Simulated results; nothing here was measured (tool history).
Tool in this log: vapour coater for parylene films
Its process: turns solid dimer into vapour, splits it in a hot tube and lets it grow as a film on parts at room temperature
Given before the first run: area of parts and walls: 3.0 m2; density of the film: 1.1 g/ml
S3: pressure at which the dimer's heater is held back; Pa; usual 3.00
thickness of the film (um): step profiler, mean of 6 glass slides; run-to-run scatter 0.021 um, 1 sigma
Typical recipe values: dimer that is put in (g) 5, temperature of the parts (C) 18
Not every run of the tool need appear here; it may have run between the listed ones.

Run 1, hour 0.0: usual settings. Result: thickness of the film (um) 1.18.
Run 2, hour 15.5: usual settings. Result: thickness of the film (um) 1.16.
Run 3, hour 41.3: usual settings. Result: thickness of the film (um) 1.12.
Run 4, hour 63.3: usual settings. Result: thickness of the film (um) 1.12.
Run 5, hour 78.9: usual settings. Result: thickness of the film (um) 1.16.
Run 6, hour 103.6: usual settings but S3 2.53 Pa. Result: thickness of the film (um) 1.17.
Run 7, hour 118.4: usual settings but S3 2.53 Pa. Result: thickness of the film (um) 1.17.
Run 8, hour 141.7: usual settings but S3 2.53 Pa. Result: thickness of the film (um) 1.15.
Run 9, hour 165.8: usual settings but S3 2.53 Pa. Result: thickness of the film (um) 1.14.
Run 10, hour 178.1: usual settings but S3 2.53 Pa. Result: thickness of the film (um) 1.19.
Run 11, hour 193.2: usual settings. Result: thickness of the film (um) 1.14.
Run 12, hour 205.5: usual settings. Result: thickness of the film (um) 1.09.
Run 13, hour 222.1: usual settings. Result: thickness of the film (um) 1.13.
Run 14, hour 243.9: usual settings. Result: thickness of the film (um) 1.12.
Run 15, hour 260.8: usual settings. Result: thickness of the film (um) 1.11.
Run 16, hour 283.6: usual settings. Result: thickness of the film (um) 1.10.
Run 17, hour 302.4: usual settings. Result: thickness of the film (um) 1.08.
Run 18, hour 323.7: usual settings. Result: thickness of the film (um) 1.04.
Run 19, hour 344.6: usual settings. Result: thickness of the film (um) 1.06.
At hour 350.7: trap's valve overhauled.
Run 20, hour 365.8: usual settings but dimer that is put in (g) 3. Result: thickness of the film (um) 0.71.
Run 21, hour 388.5: usual settings but dimer that is put in (g) 2. Result: thickness of the film (um) 0.46.
Run 22, hour 408.0: usual settings but dimer that is put in (g) 2. Result: thickness of the film (um) 0.45.
Run 23, hour 431.6: usual settings but dimer that is put in (g) 2. Result: thickness of the film (um) 0.47.
Run 24, hour 448.4: usual settings but dimer that is put in (g) 2, temperature of the parts (C) 11. Result: thickness of the film (um) 0.58.
Run 25, hour 468.4: usual settings but dimer that is put in (g) 2, temperature of the parts (C) 11. Result: thickness of the film (um) 0.57.
Run 26, hour 489.7: usual settings but dimer that is put in (g) 2, temperature of the parts (C) 11. Result: thickness of the film (um) 0.56.
Run 27, hour 501.3: usual settings but dimer that is put in (g) 2, temperature of the parts (C) 11. Result: thickness of the film (um) 0.61.
Run 28, hour 517.3: usual settings but dimer that is put in (g) 2, temperature of the parts (C) 11. Result: thickness of the film (um) 0.57.
Run 29, hour 533.4: usual settings but temperature of the parts (C) 20, S3 6.44 Pa. Result: thickness of the film (um) 0.90.
Run 30, hour 549.9: usual settings but temperature of the parts (C) 25. Result: thickness of the film (um) 0.84.
Run 31, hour 565.7: usual settings but dimer that is put in (g) 3, S3 3.97 Pa. Result: thickness of the film (um) 0.67.
Run 32, hour 591.0: usual settings but S3 2.98 Pa. Result: thickness of the film (um) 1.15.
Run 33, hour 604.7: usual settings but temperature of the parts (C) 26. Result: thickness of the film (um) 0.77.
Run 34, hour 620.4: usual settings but temperature of the parts (C) 26. Result: thickness of the film (um) 0.75.
Run 35, hour 635.6: usual settings but dimer that is put in (g) 3, temperature of the parts (C) 17. Result: thickness of the film (um) 0.71.
Run 36, hour 660.5: usual settings but dimer that is put in (g) 6, temperature of the parts (C) 11, S3 3.32 Pa. Result: thickness of the film (um) 1.64.
Run 37, hour 681.4: usual settings but dimer that is put in (g) 3, temperature of the parts (C) 10. Result: thickness of the film (um) 0.84.
Run 38, hour 695.2: usual settings but dimer that is put in (g) 3, temperature of the parts (C) 10. Result: thickness of the film (um) 0.79.
Run 39, hour 720.8: usual settings but dimer that is put in (g) 3, temperature of the parts (C) 10. Result: thickness of the film (um) 0.79.
Run 40, hour 740.8: usual settings but dimer that is put in (g) 3, temperature of the parts (C) 10. Result: thickness of the film (um) 0.84.
Run 41, hour 756.4: usual settings but dimer that is put in (g) 3, temperature of the parts (C) 10. Result: thickness of the film (um) 0.83.
Run 42, hour 773.4: usual settings but dimer that is put in (g) 3, temperature of the parts (C) 23, S3 8.62 Pa. Result: thickness of the film (um) 0.41.
Run 43, hour 798.9: usual settings. Result: thickness of the film (um) 1.10.
Run 44, hour 815.3: usual settings. Result: thickness of the film (um) 1.10.
Run 45, hour 827.1: usual settings but dimer that is put in (g) 7, temperature of the parts (C) 13, S3 2.29 Pa. Result: thickness of the film (um) 1.88.
Run 46, hour 847.8: usual settings but dimer that is put in (g) 7, S3 3.61 Pa. Result: thickness of the film (um) 1.44.
At hour 856.3: trap's valve overhauled.
Run 47, hour 874.4: usual settings but dimer that is put in (g) 3, temperature of the parts (C) 27, S3 5.35 Pa. Result: thickness of the film (um) 0.40.

How would selected steps in thickness of the film (um) from run to run divide? Give the signed amount a tool lacking its hidden state would still show from settings, what came in and random variation, and the signed amount left for the hidden state, including any gauge scatter that is not in both of the compared results.
What the log doesn't record here: vapour lost through the trap's worn valve, %; true temperature of the parts over the reading, C; drift of the gauge itself on film_um, %.
Run 19 -> 20: dimer that is put in (g) 5 -> 3, trap's valve overhauled. thickness of the film (um) -0.35: hidden state +0.12, all else -0.47.
Run 35 -> 36: dimer that is put in (g) 3 -> 6, temperature of the parts (C) 17 -> 11, S3 3.00 -> 3.32. thickness of the film (um) +0.93: hidden state -0.07, all else +1.00.
Run 36 -> 37: dimer that is put in (g) 6 -> 3, temperature of the parts (C) 11 -> 10, S3 3.32 -> 3.00. thickness of the film (um) -0.80: hidden state +0.06, all else -0.86.
Run 42 -> 43: dimer that is put in (g) 3 -> 5, temperature of the parts (C) 23 -> 18, S3 8.62 -> 3.00. thickness of the film (um) +0.69: hidden state -0.08, all else +0.77.
Run 46 -> 47: dimer that is put in (g) 7 -> 3, temperature of the parts (C) 18 -> 27, S3 3.61 -> 5.35, trap's valve overhauled. thickness of the film (um) -1.04: hidden state +0.19, all else -1.23.
